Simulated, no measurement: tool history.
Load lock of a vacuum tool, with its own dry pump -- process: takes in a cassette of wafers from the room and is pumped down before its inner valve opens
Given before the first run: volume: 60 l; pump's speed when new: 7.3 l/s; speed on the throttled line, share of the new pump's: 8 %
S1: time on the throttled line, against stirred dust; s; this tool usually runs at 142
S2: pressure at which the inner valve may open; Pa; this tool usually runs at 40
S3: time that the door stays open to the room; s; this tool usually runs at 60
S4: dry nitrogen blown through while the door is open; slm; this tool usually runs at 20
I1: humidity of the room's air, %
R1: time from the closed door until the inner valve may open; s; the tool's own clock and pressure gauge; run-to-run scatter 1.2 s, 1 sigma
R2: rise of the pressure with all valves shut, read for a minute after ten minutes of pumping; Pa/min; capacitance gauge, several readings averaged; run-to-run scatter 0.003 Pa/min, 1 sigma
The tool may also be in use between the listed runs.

run 1 hour=0.0 | S1=142 S2=40 S3=60 S4=20 | I1=43.9 | R1=204.2 R2=0.174
run 2 hour=268.0 | S1=142 S2=28 S3=60 S4=20 | I1=47.8 | R1=206.6 R2=0.179
run 3 hour=463.6 | S1=142 S2=40 S3=60 S4=20 | I1=43.5 | R1=203.5 R2=0.180
run 4 hour=631.8 | S1=142 S2=40 S3=60 S4=20 | I1=45.2 | R1=203.3 R2=0.188
run 5 hour=794.0 | S1=180 S2=40 S3=60 S4=20 | I1=48.1 | R1=240.5 R2=0.186
run 6 hour=1117.2 | S1=180 S2=40 S3=33 S4=20 | I1=45.2 | R1=237.3 R2=0.193
run 7 hour=1396.4 | S1=180 S2=40 S3=33 S4=20 | I1=46.1 | R1=239.5 R2=0.196
run 8 hour=1557.9 | S1=142 S2=40 S3=60 S4=20 | I1=47.5 | R1=206.4 R2=0.203
run 9 hour=1782.4 | S1=142 S2=40 S3=60 S4=20 | I1=43.1 | R1=207.5 R2=0.207
run 10 hour=1926.6 | S1=142 S2=40 S3=60 S4=20 | I1=44.2 | R1=207.2 R2=0.204
run 11 hour=2242.8 | S1=142 S2=35 S3=60 S4=20 | I1=42.2 | R1=208.3 R2=0.216
run 12 hour=2502.4 | S1=142 S2=35 S3=60 S4=20 | I1=44.6 | R1=208.3 R2=0.219
run 13 hour=2744.5 | S1=150 S2=35 S3=60 S4=20 | I1=48.2 | R1=217.6 R2=0.224
run 14 hour=2877.7 | S1=75 S2=37 S3=60 S4=20 | I1=43.1 | R1=149.5 R2=0.229
run 15 hour=3042.8 | S1=142 S2=40 S3=129 S4=32 | I1=40.7 | R1=209.1 R2=0.240
run 16 hour=3314.2 | S1=84 S2=73 S3=129 S4=7 | I1=45.4 | R1=151.5 R2=0.259
run 17 hour=3489.2 | S1=185 S2=73 S3=129 S4=7 | I1=43.8 | R1=241.3 R2=0.268
run 18 hour=3674.1 | S1=72 S2=50 S3=129 S4=7 | I1=42.7 | R1=144.7 R2=0.269
run 19 hour=3807.9 | S1=142 S2=64 S3=58 S4=20 | I1=48.3 | R1=208.2 R2=0.249
run 20 hour=4040.5 | S1=142 S2=29 S3=85 S4=20 | I1=42.0 | R1=214.8 R2=0.259
run 21 hour=4290.6 | S1=244 S2=52 S3=100 S4=7 | I1=47.5 | R1=299.0 R2=0.284
run 22 hour=4513.9 | S1=244 S2=59 S3=100 S4=12 | I1=42.1 | R1=299.7 R2=0.281
run 23 hour=4652.9 | S1=244 S2=59 S3=100 S4=12 | I1=44.4 | R1=300.1 R2=0.286
run 24 hour=4902.8 | S1=244 S2=59 S3=37 S4=18 | I1=43.5 | R1=300.4 R2=0.267
run 25 hour=5074.9 | S1=88 S2=40 S3=60 S4=29 | I1=46.3 | R1=164.6 R2=0.271

4 options for the next run, each taken on its own from the tool as it stands now. Forecast them:
run A hour=5327.2 | S1=266 S2=40 S3=60 S4=35 | I1=45.4 | R1=? R2=?
run B hour=5327.2 | S1=141 S2=40 S3=152 S4=24 | I1=48.9 | R1=? R2=?
run C hour=5327.2 | S1=88 S2=40 S3=60 S4=4 | I1=43.6 | R1=? R2=?
run D hour=5327.2 | S1=98 S2=31 S3=60 S4=36 | I1=44.1 | R1=? R2=?

run=A R1=326.0 R2=0.273
run=B R1=210.6 R2=0.307
run=C R1=166.3 R2=0.299
run=D R1=178.7 R2=0.280
Without the tool's unlogged condition, the same runs would have read:
run=A R1=310.6 R2=0.024
run=B R1=191.9 R2=0.052
run=C R1=145.6 R2=0.045
run=D R1=157.4 R2=0.025
